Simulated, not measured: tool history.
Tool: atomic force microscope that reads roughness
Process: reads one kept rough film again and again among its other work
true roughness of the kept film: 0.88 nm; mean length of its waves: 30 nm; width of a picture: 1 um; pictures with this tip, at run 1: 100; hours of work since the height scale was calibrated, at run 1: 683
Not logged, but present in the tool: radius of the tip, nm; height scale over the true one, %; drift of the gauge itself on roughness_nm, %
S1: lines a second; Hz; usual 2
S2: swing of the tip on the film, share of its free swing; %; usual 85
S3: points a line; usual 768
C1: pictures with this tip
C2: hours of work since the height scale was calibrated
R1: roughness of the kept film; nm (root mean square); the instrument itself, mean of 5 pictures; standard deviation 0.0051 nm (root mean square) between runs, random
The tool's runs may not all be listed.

Run 1, hour 0: usual settings; C1 100; C2 683. Result: R1 0.781 nm (root mean square).
At hour 20.8: new tip fitted.
Run 2, hour 34.5: usual settings but S1 0.7 Hz; C1 28; C2 708. Result: R1 0.829 nm (root mean square).
Run 3, hour 49.7: usual settings but S2 65 %; C1 60; C2 719. Result: R1 0.835 nm (root mean square).
Run 4, hour 77.5: usual settings but S2 65 %; C1 118; C2 740. Result: R1 0.833 nm (root mean square).
At hour 91.7: new tip fitted.
Run 5, hour 110.6: usual settings but S2 65 %; C1 39; C2 764. Result: R1 0.831 nm (root mean square).
Run 6, hour 145.9: usual settings but S2 65 %; C1 113; C2 791. Result: R1 0.843 nm (root mean square).
At hour 159.7: new tip fitted.
Run 7, hour 174.5: usual settings but S2 65 %; C1 31; C2 811. Result: R1 0.843 nm (root mean square).
Run 8, hour 203.4: usual settings; C1 91; C2 833. Result: R1 0.783 nm (root mean square).
At hour 227.6: new tip fitted.
Run 9, hour 227.6: usual settings; C1 0; C2 851. Result: R1 0.785 nm (root mean square).
Run 10, hour 248.5: usual settings; C1 43; C2 866. Result: R1 0.782 nm (root mean square).
Run 11, hour 263.8: usual settings but S1 3.42 Hz, S2 67 %; C1 75; C2 878. Result: R1 0.808 nm (root mean square).
At hour 296.7: new tip fitted.
Run 12, hour 298.1: usual settings but S1 3.42 Hz, S2 67 %; C1 3; C2 903. Result: R1 0.814 nm (root mean square).
Run 13, hour 334.7: usual settings but S1 3.42 Hz, S2 67 %; C1 79; C2 930. Result: R1 0.798 nm (root mean square).
Run 14, hour 356.5: usual settings but S1 1.51 Hz, S2 66 %, S3 721; C1 125; C2 946. Result: R1 0.843 nm (root mean square).
At hour 366.5: new tip fitted.
Run 15, hour 390.5: usual settings but S1 3.72 Hz, S2 60 %, S3 499; C1 50; C2 971. Result: R1 0.819 nm (root mean square).
Run 16, hour 427.3: usual settings but S1 3.72 Hz, S2 60 %, S3 499; C1 127; C2 999. Result: R1 0.82 nm (root mean square).
At hour 434.3: new tip fitted.
Run 17, hour 448.7: usual settings but S1 1.13 Hz, S2 58 %, S3 316; C1 30; C2 1014. Result: R1 0.844 nm (root mean square).

Entry by entry between the runs, the difference in hidden state between the last listed run before and the first listed run after:
Run 1 -> run 2: new tip fitted (hour 20.8)
  radius of the tip, nm: 5.3 -> 5.1; height scale over the true one, %: -0.02 -> -0.03
Run 4 -> run 5: new tip fitted (hour 91.7)
  radius of the tip, nm: 5.3 -> 5.1
Run 6 -> run 7: new tip fitted (hour 159.7)
  radius of the tip, nm: 5.3 -> 5.1
Run 8 -> run 9: new tip fitted (hour 227.6)
  radius of the tip, nm: 5.3 -> 5
Run 11 -> run 12: new tip fitted (hour 296.7)
  radius of the tip, nm: 5.2 -> 5
Run 14 -> run 15: new tip fitted (hour 366.5)
  radius of the tip, nm: 5.4 -> 5.1
Run 16 -> run 17: new tip fitted (hour 434.3)
  radius of the tip, nm: 5.3 -> 5.1; height scale over the true one, %: -0.03 -> -0.04
